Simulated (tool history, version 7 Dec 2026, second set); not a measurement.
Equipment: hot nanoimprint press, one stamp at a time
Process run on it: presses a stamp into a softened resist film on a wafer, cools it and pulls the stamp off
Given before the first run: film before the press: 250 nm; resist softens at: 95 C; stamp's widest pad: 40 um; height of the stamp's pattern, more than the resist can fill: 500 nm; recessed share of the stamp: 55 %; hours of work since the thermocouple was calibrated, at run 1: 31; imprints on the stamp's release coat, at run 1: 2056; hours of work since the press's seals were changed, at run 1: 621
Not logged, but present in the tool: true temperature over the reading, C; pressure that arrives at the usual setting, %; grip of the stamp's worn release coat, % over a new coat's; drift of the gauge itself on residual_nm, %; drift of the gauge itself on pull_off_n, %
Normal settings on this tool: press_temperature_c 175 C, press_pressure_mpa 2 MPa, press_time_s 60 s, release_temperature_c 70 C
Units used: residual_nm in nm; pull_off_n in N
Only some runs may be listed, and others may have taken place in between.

run   hour  press_temperature_c  press_pressure_mpa  press_time_s  release_temperature_c  hours of work since the thermocouple was calibrated  imprints on the stamp's release coat  hours of work since the press's seals were changed  residual_nm  pull_off_n
  1      0                  175                   2            60                     70                                                   31                                  2056                                                 621        120.4         113
       9.2  -- stamp cleaned and given a new release coat
  2   33.3                  175                   2            69                     70                                                   48                                    79                                                 638        114.9         118
  3   63.9                  175                   2            60                     70                                                   67                                   179                                                 657          121         117
  4   87.3                  184                   2            60                     70                                                   81                                   256                                                 671         84.9         118
  5  114.7                  184                   2            60                     70                                                   98                                   346                                                 688           85         116
  6  141.7                  184                   2            60                     70                                                  114                                   434                                                 704         84.8         115
  7  167.8                  175                   2            60                     70                                                  130                                   520                                                 720        121.6         116
  8  186.4                  166                   2            60                     70                                                  142                                   581                                                 732        170.4         115
  9    213                  166                   2            60                     56                                                  158                                   668                                                 748        169.9         148
 10  231.8                  175                1.38            60                     70                                                  169                                   730                                                 760        145.3         116
 11  251.1                  175                1.38            60                     70                                                  181                                   793                                                 771        145.5         115
 12  274.9                  175                   2            60                     66                                                  196                                   871                                                 786        122.5         123
 13  304.9                  175                   2            60                     66                                                  214                                   970                                                 804        122.5         120
 14    332                  181                2.35           101                     66                                                  231                                  1058                                                 821         72.7         126
 15  353.9                  173                 2.7            87                     62                                                  244                                  1130                                                 834        100.7         137
     357.4  -- gauge calibrated
 16  367.7                  173                 2.7            87                     62                                                  252                                  1175                                                 843         98.2         134
     388.6  -- plate thermocouple calibrated
 17  394.7                  170                1.52            60                     70                                                    4                                  1254                                                 857        163.3         116
 18  417.3                  175                1.21            60                     63                                                   18                                  1328                                                 871        152.1         125
 19  429.9                  163                1.21            89                     78                                                   25                                  1370                                                 879        198.1         100

Run 20, settings as shown, results not yet in. Your forecast:
 20  460.5                  163                1.21            89                     78                                                   44                                  1470                                                 898            ?           ?

{"run 20": {"residual_nm": 198.7, "pull_off_n": 101}}
The same run, on a tool lacking any hidden state, would have yielded residual_nm 197.5 nm, pull_off_n 100 N.
